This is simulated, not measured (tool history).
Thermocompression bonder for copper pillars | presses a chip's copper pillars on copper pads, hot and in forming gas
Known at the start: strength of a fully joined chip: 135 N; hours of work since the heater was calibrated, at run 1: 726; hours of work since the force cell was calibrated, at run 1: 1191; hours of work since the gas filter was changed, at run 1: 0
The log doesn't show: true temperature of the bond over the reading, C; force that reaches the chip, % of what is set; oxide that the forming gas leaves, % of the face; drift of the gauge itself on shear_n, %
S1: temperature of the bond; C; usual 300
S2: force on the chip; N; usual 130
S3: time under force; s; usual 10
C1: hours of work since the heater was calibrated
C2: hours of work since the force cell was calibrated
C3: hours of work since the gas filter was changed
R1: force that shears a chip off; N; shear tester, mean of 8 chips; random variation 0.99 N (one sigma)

run   hour   S1   S2  S3    C1    C2   C3     R1
  1      0  300  130  10   726  1191    0   83.9
  2   29.6  300  130  10   746  1211   20   84.3
  3   54.2  300  130  10   763  1228   37     84
  4   68.2  300  130  10   773  1238   47   85.8
  5     98  300  130  10   793  1258   67   85.6
  6  115.6  300  130  10   805  1270   79   85.6
  7  131.8  300  130  10   816  1281   90   83.9
  8  156.7  300  130  10   833  1298  107   87.3
  9  187.2  300  130  10   854  1319  128   83.5
     198.2  -- force cell calibrated
 10  217.1  300  130  10   873    13  147   83.8
 11    240  300  130  10   889    29  163   83.8
 12  255.1  300  130  10   899    39  173   85.4
 13  276.4  300  185  10   914    53  188  103.6
 14    290  305  130  10   923    63  197   90.9
     297.3  -- forming gas filter changed
 15  315.6  305  130  10   940    80   13   89.6
 16    334  305  161  10   953    93   25   99.9
 17  360.3  300  147  10   971   111   43   92.6
 18  380.2  300  147  10   985   124   57   90.6
 19  394.1  300  130  10   994   134   66   84.4
 20    412  300  130  10  1006   146   78   85.1
 21  441.7  300  138  20  1027   166   99  106.2
 22  473.9  271  130   6  1049   188  121   46.9
 23  494.6  309  190   6  1063   202  135   99.7
 24  514.4  309  190   6  1076   216  148   99.2
 25  527.7  282  190   6  1085   225  158   76.1
 26  548.1  300   91  10  1099   239  171   65.3
 27  572.9  324  118   5  1116   256  188     85
 28  588.2  324  118   5  1127   266  199   82.7
     593.2  -- forming gas filter changed
 29  602.1  300   79  10  1136   276    6   59.8
 30  630.4  319  136   9  1155   295   25  100.1
 31  657.6  300  130  10  1174   313   44   85.6
 32    690  300   81  10  1196   336   66   63.1
 33  714.5  300   81  10  1213   352   83   60.2
 34  732.4  327  168  13  1225   365   95  123.9
 35  748.3  272  107  10  1236   376  106   50.3
 36    772  272  107  10  1252   392  122   49.7
 37  794.8  272  107  10  1268   407  138   49.3
 38  823.9  272  107  10  1288   427  158   50.1
 39  842.3  278   82  24  1300   440  170   62.1
 40  861.3  316   79  24  1313   453  183   94.9

Hidden state at the last listed run before each entry between runs and at the first one after, where it differs:
Between runs 9 and 10: force cell calibrated (hour 198.2)
  force that reaches the chip, % of what is set: 100.3 -> 100; oxide that the forming gas leaves, % of the face: 0.67 -> 0.7
Between runs 14 and 15: forming gas filter changed (hour 297.3)
  oxide that the forming gas leaves, % of the face: 0.76 -> 0.53
Between runs 28 and 29: forming gas filter changed (hour 593.2)
  oxide that the forming gas leaves, % of the face: 0.78 -> 0.51
